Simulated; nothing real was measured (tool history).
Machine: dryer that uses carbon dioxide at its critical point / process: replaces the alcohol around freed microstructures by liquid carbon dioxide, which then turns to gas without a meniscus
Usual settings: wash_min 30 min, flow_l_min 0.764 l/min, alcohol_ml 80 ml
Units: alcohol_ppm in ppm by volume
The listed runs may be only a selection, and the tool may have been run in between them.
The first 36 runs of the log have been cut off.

Run 37, hour 1768.8: usual settings but wash_min 45 min, alcohol_ml 67 ml. Result: alcohol_ppm 92 ppm by volume.
Run 38, hour 1840.2: usual settings but wash_min 35 min, flow_l_min 1.092 l/min, alcohol_ml 47 ml. Result: alcohol_ppm 59 ppm by volume.
Run 39, hour 1903.4: usual settings but flow_l_min 0.961 l/min, alcohol_ml 41 ml. Result: alcohol_ppm 137 ppm by volume.
Run 40, hour 1934.9: usual settings but flow_l_min 0.961 l/min, alcohol_ml 41 ml. Result: alcohol_ppm 143 ppm by volume.
Run 41, hour 1986.9: usual settings but flow_l_min 0.961 l/min, alcohol_ml 41 ml. Result: alcohol_ppm 143 ppm by volume.
Run 42, hour 2053.8: usual settings but wash_min 34 min, alcohol_ml 29 ml. Result: alcohol_ppm 178 ppm by volume.
Run 43, hour 2084.1: usual settings but wash_min 21 min, flow_l_min 0.459 l/min, alcohol_ml 94 ml. Result: alcohol_ppm 5673 ppm by volume.
At hour 2117.4: inlet filter changed.
Run 44, hour 2121: usual settings but wash_min 24 min, flow_l_min 0.513 l/min, alcohol_ml 51 ml. Result: alcohol_ppm 1468 ppm by volume.
Run 45, hour 2164.6: usual settings but wash_min 24 min, flow_l_min 0.513 l/min, alcohol_ml 51 ml. Result: alcohol_ppm 1572 ppm by volume.
Run 46, hour 2213.2: usual settings but wash_min 18 min, flow_l_min 0.515 l/min, alcohol_ml 89 ml. Result: alcohol_ppm 4520 ppm by volume.
Run 47, hour 2242.9: usual settings but wash_min 18 min, flow_l_min 0.515 l/min, alcohol_ml 89 ml. Result: alcohol_ppm 4650 ppm by volume.

Consider 4 possible next runs. They are alternatives, not a sequence: every one starts from the tool as it was left by run 47. What does each give?
Run A, hour 2307: usual settings but wash_min 21 min, flow_l_min 0.559 l/min, alcohol_ml 119 ml. Result: alcohol_ppm ?.
Run B, hour 2307: usual settings but wash_min 22 min, flow_l_min 1.092 l/min. Result: alcohol_ppm ?.
Run C, hour 2307: usual settings but wash_min 18 min, flow_l_min 0.515 l/min, alcohol_ml 33 ml. Result: alcohol_ppm ?.
Run D, hour 2307: usual settings but wash_min 18 min, flow_l_min 0.515 l/min, alcohol_ml 34 ml. Result: alcohol_ppm ?.

run  alcohol_ppm
  A         4081
  B          366
  C         1747
  D         1863
Stripped of hidden state, with their random variation kept, the same runs would have yielded:
run  alcohol_ppm
  A         3616
  B          256
  C         1561
  D         1667
